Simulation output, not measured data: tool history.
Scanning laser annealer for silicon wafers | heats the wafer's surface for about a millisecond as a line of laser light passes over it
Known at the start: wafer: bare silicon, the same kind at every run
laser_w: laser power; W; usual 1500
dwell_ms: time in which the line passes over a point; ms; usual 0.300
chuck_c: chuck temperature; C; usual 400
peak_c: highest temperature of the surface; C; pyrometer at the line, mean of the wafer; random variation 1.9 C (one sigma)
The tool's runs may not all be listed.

run 1 hour=0.0 | laser_w=1500 dwell_ms=0.300 chuck_c=400 | peak_c=1215
run 2 hour=18.9 | laser_w=1500 dwell_ms=0.300 chuck_c=400 | peak_c=1213
run 3 hour=38.9 | laser_w=1500 dwell_ms=0.300 chuck_c=400 | peak_c=1216
run 4 hour=56.1 | laser_w=1500 dwell_ms=0.300 chuck_c=400 | peak_c=1210
run 5 hour=71.1 | laser_w=1500 dwell_ms=0.300 chuck_c=400 | peak_c=1209
run 6 hour=94.2 | laser_w=1500 dwell_ms=0.300 chuck_c=400 | peak_c=1206
run 7 hour=110.5 | laser_w=1500 dwell_ms=0.300 chuck_c=400 | peak_c=1204
run 8 hour=120.8 | laser_w=1500 dwell_ms=0.300 chuck_c=400 | peak_c=1209
run 9 hour=139.8 | laser_w=1500 dwell_ms=0.300 chuck_c=431 | peak_c=1234
run 10 hour=158.3 | laser_w=1500 dwell_ms=0.300 chuck_c=431 | peak_c=1235
run 11 hour=182.1 | laser_w=1500 dwell_ms=0.300 chuck_c=431 | peak_c=1232
run 12 hour=203.4 | laser_w=1500 dwell_ms=0.300 chuck_c=385 | peak_c=1183
-- hour=210.9 window over the wafer cleaned
run 13 hour=221.0 | laser_w=1500 dwell_ms=0.300 chuck_c=400 | peak_c=1242
run 14 hour=242.1 | laser_w=1500 dwell_ms=0.300 chuck_c=400 | peak_c=1236
run 15 hour=260.2 | laser_w=1394 dwell_ms=0.329 chuck_c=390 | peak_c=1186
run 16 hour=279.0 | laser_w=1585 dwell_ms=0.254 chuck_c=400 | peak_c=1221
run 17 hour=292.3 | laser_w=1482 dwell_ms=0.300 chuck_c=400 | peak_c=1221
run 18 hour=310.5 | laser_w=1482 dwell_ms=0.293 chuck_c=400 | peak_c=1208
run 19 hour=334.0 | laser_w=1279 dwell_ms=0.332 chuck_c=381 | peak_c=1093
run 20 hour=348.8 | laser_w=1279 dwell_ms=0.332 chuck_c=381 | peak_c=1090
run 21 hour=367.4 | laser_w=1279 dwell_ms=0.332 chuck_c=381 | peak_c=1088
run 22 hour=378.2 | laser_w=1279 dwell_ms=0.332 chuck_c=381 | peak_c=1086
run 23 hour=393.2 | laser_w=1517 dwell_ms=0.262 chuck_c=382 | peak_c=1161
run 24 hour=413.3 | laser_w=1594 dwell_ms=0.301 chuck_c=382 | peak_c=1278
run 25 hour=433.3 | laser_w=1510 dwell_ms=0.247 chuck_c=425 | peak_c=1174
run 26 hour=448.1 | laser_w=1451 dwell_ms=0.300 chuck_c=364 | peak_c=1143
run 27 hour=458.3 | laser_w=1451 dwell_ms=0.300 chuck_c=364 | peak_c=1145

The same runs without the tool's hidden state, with the same run-to-run variation:
The hidden state here: light that passes the window, % of a clean one's; laser's true power over the reading, %; width of the line over the set one, %; drift of the gauge itself on peak_c, C.
run=1 peak_c=1241
run=2 peak_c=1240
run=3 peak_c=1245
run=4 peak_c=1241
run=5 peak_c=1241
run=6 peak_c=1240
run=7 peak_c=1240
run=8 peak_c=1246
run=9 peak_c=1272
run=10 peak_c=1275
run=11 peak_c=1275
run=12 peak_c=1228
run=13 peak_c=1242
run=14 peak_c=1237
run=15 peak_c=1189
run=16 peak_c=1226
run=17 peak_c=1228
run=18 peak_c=1216
run=19 peak_c=1102
run=20 peak_c=1100
run=21 peak_c=1100
run=22 peak_c=1098
run=23 peak_c=1176
run=24 peak_c=1298
run=25 peak_c=1193
run=26 peak_c=1164
run=27 peak_c=1167

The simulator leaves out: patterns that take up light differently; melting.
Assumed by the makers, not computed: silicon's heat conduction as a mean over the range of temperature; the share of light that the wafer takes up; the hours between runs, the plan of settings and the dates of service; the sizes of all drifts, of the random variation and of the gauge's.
